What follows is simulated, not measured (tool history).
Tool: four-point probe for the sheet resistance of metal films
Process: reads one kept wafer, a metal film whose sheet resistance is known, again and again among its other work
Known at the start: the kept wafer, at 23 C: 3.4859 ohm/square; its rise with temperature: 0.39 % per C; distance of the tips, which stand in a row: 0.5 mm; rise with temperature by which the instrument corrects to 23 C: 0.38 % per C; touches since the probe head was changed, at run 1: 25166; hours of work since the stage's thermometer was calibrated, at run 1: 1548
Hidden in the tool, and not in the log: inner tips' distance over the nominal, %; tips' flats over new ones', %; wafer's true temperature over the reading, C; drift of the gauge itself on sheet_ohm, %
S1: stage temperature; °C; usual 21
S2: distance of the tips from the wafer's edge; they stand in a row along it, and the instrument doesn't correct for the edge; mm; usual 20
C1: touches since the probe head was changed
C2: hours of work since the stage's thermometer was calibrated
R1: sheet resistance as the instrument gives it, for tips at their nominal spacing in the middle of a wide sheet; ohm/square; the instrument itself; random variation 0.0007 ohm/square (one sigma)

run   hour  S1  S2     C1    C2        R1
  1      0  21  20  25166  1548  3.487156
  2   17.2  21  20  25867  1561  3.485965
  3   29.4  21  40  26365  1570  3.485641
  4   39.5  21  40  26773  1577  3.484634
  5   48.8  21  57  27153  1584  3.486764
  6   68.2  21  20  27946  1599  3.486172
  7   83.9  21  20  28582  1610  3.485375
  8  101.6  20  20  29306  1624   3.48801
  9    119  20  20  30014  1637  3.486908
 10  138.6  21  20  30810  1651  3.486161
 11  153.4  21  20  31416  1663  3.487084
 12  169.9  21  20  32086  1675  3.485858
 13  183.1  25  20  32623  1685  3.487312
 14  195.2  25  20  33117  1694  3.487201
 15  212.3  33  20  33815  1707  3.488967
 16  226.7  33  20  34399  1717  3.489049
 17  245.6  33  20  35172  1732  3.489661
 18  257.1  33  20  35639  1740  3.488952
 19  273.9  33  20  36323  1753  3.490314
 20  284.2  21  20  36741  1761  3.486831
 21  301.7  21  51  37455  1774  3.485789
 22  314.4  21  51  37974  1783  3.485793
 23  333.6  21  51  38754  1798  3.485839
 24  349.6  21  51  39406  1810  3.485825
 25  362.9  18  55  39946  1819  3.485403
 26  372.4  23   4  40335  1827  3.514011
 27    387  27  12  40931  1838  3.490549
 28  400.5  27  45  41481  1848    3.4857
 29  416.9  30  29  42147  1860  3.487861

The next listed run, before its measurement:
 30  427.9  21  73  42596  1868   ?

R1: 3.485971 ohm/square
Without the tool's hidden state the same run would have given R1 3.485839 ohm/square.
